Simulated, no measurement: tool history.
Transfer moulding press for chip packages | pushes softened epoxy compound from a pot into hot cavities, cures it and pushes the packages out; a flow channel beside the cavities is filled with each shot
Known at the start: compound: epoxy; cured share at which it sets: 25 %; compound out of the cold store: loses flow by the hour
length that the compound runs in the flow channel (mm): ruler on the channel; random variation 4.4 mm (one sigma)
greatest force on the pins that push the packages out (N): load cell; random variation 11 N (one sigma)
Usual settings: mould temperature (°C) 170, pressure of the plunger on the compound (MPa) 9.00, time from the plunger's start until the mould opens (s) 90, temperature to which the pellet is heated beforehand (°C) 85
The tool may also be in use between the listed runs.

run,hour,mould temperature (°C),pressure of the plunger on the compound (MPa),time from the plunger's start until the mould opens (s),temperature to which the pellet is heated beforehand (°C),incoming compound's hours out of the cold store,length that the compound runs in the flow channel (mm),greatest force on the pins that push the packages out (N)
1,0.0,170,9.00,90,85,8.2,925,916
2,9.2,170,9.00,90,85,24.1,836,910
3,15.2,170,9.00,90,85,11.1,909,979
# hour 24.7: cavities cleaned with cleaning compound and waxed
4,24.7,170,9.00,90,85,11.4,898,595
5,38.5,170,9.00,90,76,24.7,818,731
6,47.7,170,9.00,90,85,29.3,809,776
7,58.9,170,9.00,90,85,40.0,746,785
8,73.2,168,9.00,90,85,46.6,719,966
9,83.7,170,9.00,90,85,34.8,774,899
# hour 86.9: mould's thermocouples calibrated
# hour 89.0: cavities cleaned with cleaning compound and waxed
10,94.0,170,9.00,91,85,28.6,794,593
11,103.4,170,9.00,91,85,44.2,721,635
# hour 117.0: mould's thermocouples calibrated, once more
12,117.4,170,9.00,95,85,11.8,894,763
13,127.1,170,9.00,95,85,9.9,898,811
14,139.9,170,9.00,95,85,32.6,780,795
# hour 153.7: cavities cleaned with cleaning compound and waxed
15,154.4,165,8.24,90,85,45.8,695,772
16,165.6,178,8.84,107,82,40.2,711,356
17,174.2,178,8.84,107,82,23.8,794,389
18,186.8,178,8.84,107,82,35.2,736,447
# hour 199.3: plunger's sealing rings changed
19,199.3,178,8.84,107,82,38.7,767,483
20,209.7,178,8.84,107,82,22.7,841,483
# hour 218.5: cavities cleaned with cleaning compound and waxed
21,225.1,177,10.75,90,85,18.2,952,391
22,233.3,176,6.94,92,85,27.8,728,468
23,243.8,170,9.00,124,85,44.9,759,447
24,254.4,177,9.74,90,83,32.7,829,536
25,263.3,175,7.41,117,92,32.6,725,477
26,277.7,166,9.26,90,85,46.7,762,1192
# hour 281.4: cavities cleaned with cleaning compound and waxed
27,290.6,173,7.34,73,78,38.8,697,945

The same runs without the tool's hidden state, with the same run-to-run variation:
The hidden state here: true mould temperature over the reading, C; pressure that reaches the compound, % of what is set; grip of the stained cavities, % over clean ones'; drift of the gauge itself on flow_mm, %; drift of the gauge itself on push_out_n, %.
run,length that the compound runs in the flow channel (mm),greatest force on the pins that push the packages out (N)
1,957,578
2,867,551
3,943,574
4,932,584
5,851,562
6,844,546
7,780,504
8,753,582
9,812,519
10,834,515
11,758,482
12,941,508
13,947,507
14,824,468
15,737,726
16,755,287
17,844,285
18,784,297
19,767,301
20,841,287
21,954,334
22,731,358
23,763,309
24,834,339
25,731,296
26,770,673
27,705,731
